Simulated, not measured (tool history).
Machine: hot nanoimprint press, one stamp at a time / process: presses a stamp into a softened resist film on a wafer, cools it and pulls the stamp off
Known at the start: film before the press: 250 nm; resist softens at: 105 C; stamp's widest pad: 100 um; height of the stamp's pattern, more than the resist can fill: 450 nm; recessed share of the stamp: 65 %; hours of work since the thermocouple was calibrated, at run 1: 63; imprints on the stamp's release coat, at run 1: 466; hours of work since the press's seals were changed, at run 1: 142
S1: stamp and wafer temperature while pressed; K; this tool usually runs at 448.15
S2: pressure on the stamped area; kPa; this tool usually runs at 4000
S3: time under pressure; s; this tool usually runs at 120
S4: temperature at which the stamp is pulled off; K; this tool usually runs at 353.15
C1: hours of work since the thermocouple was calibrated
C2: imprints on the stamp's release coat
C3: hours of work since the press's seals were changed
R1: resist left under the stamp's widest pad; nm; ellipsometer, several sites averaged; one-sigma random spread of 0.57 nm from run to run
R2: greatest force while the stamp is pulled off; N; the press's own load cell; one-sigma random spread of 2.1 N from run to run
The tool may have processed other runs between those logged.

run,day,S1,S2,S3,S4,C1,C2,C3,R1,R2
1,0.000,448.15,4000,120,353.15,63,466,142,142.4,102
2,2.358,448.15,4000,120,353.15,91,569,170,142.4,106
3,4.338,448.15,4000,120,353.15,115,656,194,141.9,112
4,7.229,448.15,4000,120,353.15,149,782,228,140.9,108
5,9.075,448.15,4000,120,353.15,171,863,250,141.1,110
6,11.588,448.15,4000,120,353.15,201,973,280,140.1,112
7,13.875,448.15,3590,120,353.15,228,1073,308,145.9,117
8,16.583,448.15,3590,120,353.15,261,1192,340,145.5,114
9,18.396,448.15,4000,192,353.15,282,1271,361,119.6,124
10,21.642,448.15,4000,192,353.15,321,1413,400,118.7,124
11,25.100,448.15,4000,192,353.15,362,1564,441,118.6,129
# day 26.342: stamp cleaned and given a new release coat
12,27.808,448.15,4000,192,353.15,391,64,470,118.7,94
13,31.183,448.15,3710,192,353.15,431,212,511,123.1,97
14,34.254,448.15,3710,192,353.15,468,346,547,121.3,94
# day 35.200: plate thermocouple calibrated
15,37.796,448.15,4000,120,360.15,31,496,588,143.3,98
16,41.262,456.15,2440,120,351.15,72,647,629,139.7,111
17,43.729,456.15,2440,120,351.15,102,755,659,139.9,110
18,46.583,448.15,4000,131,353.15,136,880,693,139.3,111
19,49.529,448.15,5340,137,351.15,171,1009,728,120.2,116
20,51.125,454.15,5340,154,344.15,190,1079,747,93.2,129
21,52.771,448.15,4000,202,353.15,209,1151,766,120.0,118
22,55.042,448.15,2760,120,353.15,236,1250,793,162.9,118
23,57.392,448.15,4920,120,353.15,264,1353,821,128.4,122
24,59.571,448.15,4920,120,353.15,290,1449,847,129.2,126
# day 62.475: press's hydraulic seals changed and the load cell set to zero
# day 63.767: stamp cleaned and given a new release coat
25,63.879,448.15,6050,120,354.15,335,5,14,110.9,93
26,66.867,458.15,6050,120,350.15,370,135,49,78.8,95
27,70.525,446.15,6050,120,350.15,414,295,93,117.7,103
28,72.288,446.15,6050,120,345.15,435,372,114,117.5,110
29,74.425,450.15,5760,120,339.15,460,466,139,105.5,116

Each row is a separate what-if for the run after 29, all from the same tool condition, not one after another. Results?
# day 76.100: plate thermocouple calibrated
A,77.958,448.15,4000,80,353.15,22,615,180,?,?
# day 76.100: plate thermocouple calibrated
B,77.958,450.15,3320,157,339.15,22,615,180,?,?
# day 76.100: plate thermocouple calibrated
C,77.958,450.15,5760,120,345.15,22,615,180,?,?

run,R1,R2
A,160.4,108
B,133.9,126
C,113.5,113
Without the tool's unlogged condition, the same runs would have read:
run,R1,R2
A,159.0,95
B,132.7,110
C,111.8,99

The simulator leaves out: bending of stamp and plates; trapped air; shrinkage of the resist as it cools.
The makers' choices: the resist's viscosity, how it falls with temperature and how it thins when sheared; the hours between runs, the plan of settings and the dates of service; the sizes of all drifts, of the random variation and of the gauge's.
